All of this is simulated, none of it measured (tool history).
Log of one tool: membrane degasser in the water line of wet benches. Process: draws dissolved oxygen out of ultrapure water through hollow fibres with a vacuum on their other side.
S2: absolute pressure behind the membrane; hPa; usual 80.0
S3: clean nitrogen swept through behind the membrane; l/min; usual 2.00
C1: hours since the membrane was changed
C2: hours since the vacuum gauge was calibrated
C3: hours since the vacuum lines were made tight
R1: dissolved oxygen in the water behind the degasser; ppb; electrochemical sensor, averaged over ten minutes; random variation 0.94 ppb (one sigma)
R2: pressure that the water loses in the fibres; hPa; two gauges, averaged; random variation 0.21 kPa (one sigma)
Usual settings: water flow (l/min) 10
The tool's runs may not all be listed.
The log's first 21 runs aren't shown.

run 22 hour=4248.4 | water_flow_(l/min)=10 S2=98.6 S3=2.00 | C1=207 C2=3157 C3=2069 | R1=112.3 R2=499.3
run 23 hour=4394.0 | water_flow_(l/min)=10 S2=88.9 S3=0.80 | C1=353 C2=3303 C3=2215 | R1=191.1 R2=498.5
run 24 hour=4553.3 | water_flow_(l/min)=6 S2=98.4 S3=4.86 | C1=512 C2=3462 C3=2374 | R1=28.6 R2=299.2
-- hour=4615.3 vacuum gauge calibrated
run 25 hour=4828.0 | water_flow_(l/min)=6 S2=98.4 S3=4.86 | C1=786 C2=213 C3=2648 | R1=28.0 R2=299.8
run 26 hour=5008.8 | water_flow_(l/min)=8 S2=164.0 S3=4.86 | C1=967 C2=393 C3=2829 | R1=70.8 R2=398.6
run 27 hour=5151.7 | water_flow_(l/min)=11 S2=80.0 S3=2.00 | C1=1110 C2=536 C3=2972 | R1=101.8 R2=544.2
run 28 hour=5350.1 | water_flow_(l/min)=9 S2=80.0 S3=2.70 | C1=1308 C2=735 C3=3170 | R1=63.2 R2=450.3
run 29 hour=5569.3 | water_flow_(l/min)=9 S2=80.0 S3=2.70 | C1=1527 C2=954 C3=3389 | R1=63.2 R2=447.1
run 30 hour=5786.7 | water_flow_(l/min)=15 S2=80.0 S3=2.00 | C1=1745 C2=1171 C3=3607 | R1=157.2 R2=750.0
run 31 hour=5904.0 | water_flow_(l/min)=9 S2=55.7 S3=3.10 | C1=1862 C2=1289 C3=3724 | R1=41.8 R2=451.0

5 ways to go on from here, each from the tool as it stands after run 31. What would each give?
-- hour=5931.5 seals of the vacuum lines changed
run A hour=6038.1 | water_flow_(l/min)=11 S2=156.4 S3=3.99 | C1=1994 C2=1421 C3=107 | R1=? R2=?
-- hour=5931.5 seals of the vacuum lines changed
run B hour=6038.1 | water_flow_(l/min)=10 S2=154.0 S3=1.67 | C1=1994 C2=1421 C3=107 | R1=? R2=?
-- hour=5931.5 seals of the vacuum lines changed
run C hour=6038.1 | water_flow_(l/min)=15 S2=80.0 S3=2.66 | C1=1994 C2=1421 C3=107 | R1=? R2=?
-- hour=5931.5 seals of the vacuum lines changed
run D hour=6038.1 | water_flow_(l/min)=9 S2=74.3 S3=1.51 | C1=1994 C2=1421 C3=107 | R1=? R2=?
-- hour=5931.5 seals of the vacuum lines changed
run E hour=6038.1 | water_flow_(l/min)=11 S2=58.2 S3=5.30 | C1=1994 C2=1421 C3=107 | R1=? R2=?

run=A R1=123.5 R2=548.0
run=B R1=200.8 R2=499.8
run=C R1=138.6 R2=750.4
run=D R1=86.9 R2=448.0
run=E R1=53.0 R2=553.0
Without the tool's hidden state the same runs would have given:
run=A R1=123.4 R2=547.9
run=B R1=200.8 R2=499.7
run=C R1=138.5 R2=750.3
run=D R1=86.8 R2=447.9
run=E R1=52.9 R2=552.8
